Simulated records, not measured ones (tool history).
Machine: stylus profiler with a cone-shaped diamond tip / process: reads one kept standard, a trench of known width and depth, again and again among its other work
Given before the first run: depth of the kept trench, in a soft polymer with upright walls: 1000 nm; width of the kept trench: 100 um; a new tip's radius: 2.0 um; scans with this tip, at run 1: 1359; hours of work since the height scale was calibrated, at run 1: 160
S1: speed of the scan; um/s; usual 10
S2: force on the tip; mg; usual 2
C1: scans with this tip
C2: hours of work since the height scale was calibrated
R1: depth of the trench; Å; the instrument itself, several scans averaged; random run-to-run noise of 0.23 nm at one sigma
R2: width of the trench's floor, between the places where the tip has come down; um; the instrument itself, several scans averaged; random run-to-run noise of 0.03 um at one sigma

| run | hour | S1 | S2 | C1 | C2 | R1 | R2 |
|---|---|---|---|---|---|---|---|
| 1 | 0 | 10 | 2 | 1359 | 160 | 10108.4 | 96.23 |
| 2 | 14.7 | 10 | 2 | 1438 | 170 | 10106.9 | 96.26 |
| 3 | 23.2 | 10 | 2 | 1484 | 175 | 10106.1 | 96.14 |
| 4 | 36.6 | 10 | 2 | 1556 | 183 | 10109.4 | 96.08 |
| 5 | 51.2 | 10 | 2 | 1634 | 193 | 10110.4 | 96.09 |
| 6 | 60.5 | 23 | 2 | 1685 | 199 | 10109.2 | 96.05 |
| 7 | 77.1 | 23 | 2 | 1774 | 209 | 10108.2 | 96.09 |
| 8 | 93.5 | 23 | 2 | 1862 | 220 | 10108.8 | 96.05 |
| 9 | 102.3 | 23 | 2 | 1910 | 225 | 10106.5 | 96 |
| 10 | 116.3 | 31 | 2 | 1985 | 234 | 10107.7 | 95.94 |
| 11 | 130.2 | 31 | 2 | 2060 | 243 | 10112.2 | 95.94 |
| 12 | 142.7 | 31 | 2 | 2128 | 251 | 10111.7 | 95.88 |
| 13 | 154.7 | 31 | 2 | 2192 | 259 | 10108.1 | 95.9 |
| 14 | 171.3 | 8 | 2 | 2281 | 269 | 10109.7 | 95.98 |
| 15 | 184.7 | 10 | 3.4 | 2354 | 278 | 10155.8 | 95.99 |
| 16 | 201.6 | 10 | 3.4 | 2445 | 288 | 10154.9 | 95.96 |
| 17 | 215 | 10 | 0.71 | 2517 | 297 | 10058 | 95.88 |
| 18 | 230.7 | 10 | 1.93 | 2602 | 307 | 10103.2 | 95.9 |
| 19 | 241.3 | 10 | 1.93 | 2659 | 314 | 10109.6 | 95.9 |
| 20 | 254 | 10 | 2 | 2727 | 322 | 10114.1 | 95.86 |
| 21 | 267.1 | 10 | 4.78 | 2798 | 330 | 10191.8 | 95.9 |
| 22 | 277.8 | 10 | 4.78 | 2855 | 337 | 10195.7 | 95.83 |
| 23 | 293.7 | 10 | 4.78 | 2941 | 347 | 10192 | 95.81 |
| 24 | 306.2 | 35 | 2.77 | 3009 | 355 | 10135.3 | 95.71 |
| 25 | 314.1 | 3 | 1.11 | 3051 | 360 | 10082.9 | 95.83 |
| 26 | 326.6 | 3 | 1.11 | 3118 | 368 | 10082.3 | 95.79 |
| 27 | 334.5 | 13 | 0.92 | 3161 | 373 | 10070.4 | 95.7 |
| 28 | 342.7 | 3 | 0.91 | 3205 | 378 | 10072 | 95.85 |
| 29 | 359.6 | 3 | 0.91 | 3296 | 389 | 10072.8 | 95.7 |
| 30 | 375.8 | 5 | 5.56 | 3384 | 399 | 10213 | 95.73 |
| 31 | 383.2 | 7 | 1.75 | 3423 | 404 | 10107.6 | 95.71 |
|  | 385.1 | height scale calibrated on a step standard |
| 32 | 391.2 | 7 | 1.75 | 3464 | 4 | 10109.6 | 95.65 |
| 33 | 407.8 | 7 | 1.75 | 3554 | 14 | 10109.9 | 95.73 |
| 34 | 418.9 | 3 | 1.59 | 3613 | 21 | 10100.3 | 95.69 |
| 35 | 434 | 3 | 1.59 | 3695 | 31 | 10101.2 | 95.7 |
| 36 | 448.6 | 9 | 4.03 | 3773 | 40 | 10177.4 | 95.67 |
|  | 462.1 | height scale calibrated on a step standard, once more |
| 37 | 463.7 | 9 | 0.67 | 3852 | 1 | 10056.2 | 95.61 |
| 38 | 475.8 | 10 | 1.75 | 3917 | 9 | 10095.6 | 95.65 |
| 39 | 491.8 | 3 | 0.87 | 4003 | 19 | 10062 | 95.66 |
| 40 | 507.9 | 4 | 3.9 | 4090 | 29 | 10168 | 95.53 |
| 41 | 520.5 | 10 | 1.98 | 4158 | 37 | 10106.9 | 95.55 |
| 42 | 530.2 | 6 | 1.98 | 4210 | 43 | 10102.9 | 95.56 |
| 43 | 542.3 | 4 | 1.81 | 4275 | 51 | 10101 | 95.54 |
| 44 | 549.9 | 4 | 1.81 | 4316 | 56 | 10099 | 95.47 |
| 45 | 561.2 | 12 | 4.45 | 4377 | 63 | 10181.3 | 95.55 |

Table of differences, measured result less the result of that run with no hidden state. Run-to-run variation is the same in both. Gauge scatter possibly is not:
Hidden conditions of the tool in this case: radius of the tip, um; height scale over the true one, %; drift of the gauge itself on depth_nm, %; drift of the gauge itself on floor_um, %.
| run | R1 | R2 |
|---|---|---|
| 1 | +5.2 | -0.3 |
| 2 | +5.4 | -0.31 |
| 3 | +5.5 | -0.33 |
| 4 | +5.8 | -0.35 |
| 5 | +6 | -0.36 |
| 6 | +6.1 | -0.37 |
| 7 | +6.4 | -0.4 |
| 8 | +6.7 | -0.42 |
| 9 | +6.9 | -0.43 |
| 10 | +7.1 | -0.44 |
| 11 | +7.4 | -0.47 |
| 12 | +7.6 | -0.48 |
| 13 | +7.8 | -0.5 |
| 14 | +8 | -0.52 |
| 15 | +8.4 | -0.54 |
| 16 | +8.6 | -0.56 |
| 17 | +8.8 | -0.58 |
| 18 | +9.1 | -0.6 |
| 19 | +9.3 | -0.61 |
| 20 | +9.6 | -0.63 |
| 21 | +9.8 | -0.64 |
| 22 | +10.1 | -0.65 |
| 23 | +10.3 | -0.67 |
| 24 | +10.5 | -0.69 |
| 25 | +10.5 | -0.7 |
| 26 | +10.8 | -0.72 |
| 27 | +10.9 | -0.73 |
| 28 | +11.1 | -0.73 |
| 29 | +11.4 | -0.75 |
| 30 | +11.8 | -0.77 |
| 31 | +11.8 | -0.78 |
| 32 | +14.4 | -0.79 |
| 33 | +14.8 | -0.81 |
| 34 | +15 | -0.82 |
| 35 | +15.2 | -0.84 |
| 36 | +15.6 | -0.87 |
| 37 | +3.7 | -0.88 |
| 38 | +3.9 | -0.89 |
| 39 | +4.2 | -0.91 |
| 40 | +4.5 | -0.93 |
| 41 | +4.7 | -0.95 |
| 42 | +4.9 | -0.96 |
| 43 | +5.1 | -0.97 |
| 44 | +5.2 | -0.98 |
| 45 | +5.4 | -0.99 |
